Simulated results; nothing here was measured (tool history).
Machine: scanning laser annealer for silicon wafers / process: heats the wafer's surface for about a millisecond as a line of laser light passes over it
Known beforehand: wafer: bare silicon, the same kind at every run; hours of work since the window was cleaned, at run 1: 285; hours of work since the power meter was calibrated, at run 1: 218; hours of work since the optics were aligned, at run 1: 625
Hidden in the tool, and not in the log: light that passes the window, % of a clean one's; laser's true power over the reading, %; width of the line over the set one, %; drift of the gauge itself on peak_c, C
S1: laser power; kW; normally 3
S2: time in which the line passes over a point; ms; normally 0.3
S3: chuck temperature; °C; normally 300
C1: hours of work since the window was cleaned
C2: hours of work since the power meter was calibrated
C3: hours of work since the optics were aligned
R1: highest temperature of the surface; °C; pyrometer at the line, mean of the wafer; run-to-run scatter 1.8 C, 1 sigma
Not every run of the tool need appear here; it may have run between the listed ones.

Run 1, hour 0: usual settings; C1 285; C2 218; C3 625. Result: R1 981 °C.
Run 2, hour 51.7: usual settings; C1 323; C2 256; C3 663. Result: R1 977 °C.
Run 3, hour 120.7: usual settings but S2 0.221 ms; C1 374; C2 306; C3 714. Result: R1 888 °C.
Run 4, hour 188.9: usual settings; C1 424; C2 357; C3 764. Result: R1 964 °C.
Run 5, hour 227.9: usual settings but S1 3.143 kW; C1 453; C2 385; C3 793. Result: R1 999 °C.
At hour 242.1: window over the wafer cleaned.
At hour 286.5: optics aligned, line set to its width.
Run 6, hour 317.7: usual settings but S1 3.143 kW; C1 52; C2 446; C3 23. Result: R1 988 °C.
At hour 384.7: window over the wafer cleaned, once more.
Run 7, hour 384.7: usual settings but S2 0.262 ms; C1 0; C2 494; C3 71. Result: R1 965 °C.
Run 8, hour 450.5: usual settings but S3 337 °C; C1 48; C2 542; C3 119. Result: R1 1043 °C.
Run 9, hour 534.7: usual settings; C1 110; C2 604; C3 181. Result: R1 994 °C.

Run 10 comes next. What will it give?
Run 10, hour 578.7: usual settings but S2 0.239 ms, S3 317 °C; C1 143; C2 637; C3 213. Result: R1 ?.

R1: 942 °C
Minus the tool's unlogged condition, the same run would have read R1 959 °C.
